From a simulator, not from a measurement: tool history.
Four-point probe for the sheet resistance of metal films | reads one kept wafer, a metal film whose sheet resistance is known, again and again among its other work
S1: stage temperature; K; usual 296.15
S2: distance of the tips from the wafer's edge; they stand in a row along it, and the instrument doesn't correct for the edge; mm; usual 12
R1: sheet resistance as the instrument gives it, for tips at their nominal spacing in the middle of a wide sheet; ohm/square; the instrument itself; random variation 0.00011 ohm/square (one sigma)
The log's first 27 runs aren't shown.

run    hour      S1  S2        R1
 28  1130.9  296.15  41   0.52852
 29  1160.6  307.15   4  0.553242
 30  1217.6  307.15   4  0.553339
 31  1262.6  307.15   4  0.552823
 32  1309.5  304.15  13  0.529436
 33  1343.2  292.15   7  0.537828
 34  1371.5  292.15   7  0.538035
 35  1415.2  305.15  11  0.530117
 36  1462.9  305.15  11  0.530104
 37    1489  305.15  11  0.530351
 38  1517.8  305.15  11  0.530201
 39  1558.7  305.15  11  0.530211

5 ways to go on from here, each from the tool as it stands after run 39. What would each give?
  A  1616.9  296.15   8   ?
  B  1616.9  301.15  46   ?
  C  1616.9  294.15   6   ?
  D  1616.9  291.15  11   ?
  E  1616.9  296.15  55   ?

run        R1
  A  0.535217
  B  0.527399
  C  0.541104
  D  0.532897
  E  0.528295
Without the tool's hidden state the same runs would have given:
run        R1
  A  0.529536
  B  0.521786
  C   0.53537
  D  0.527248
  E  0.522682
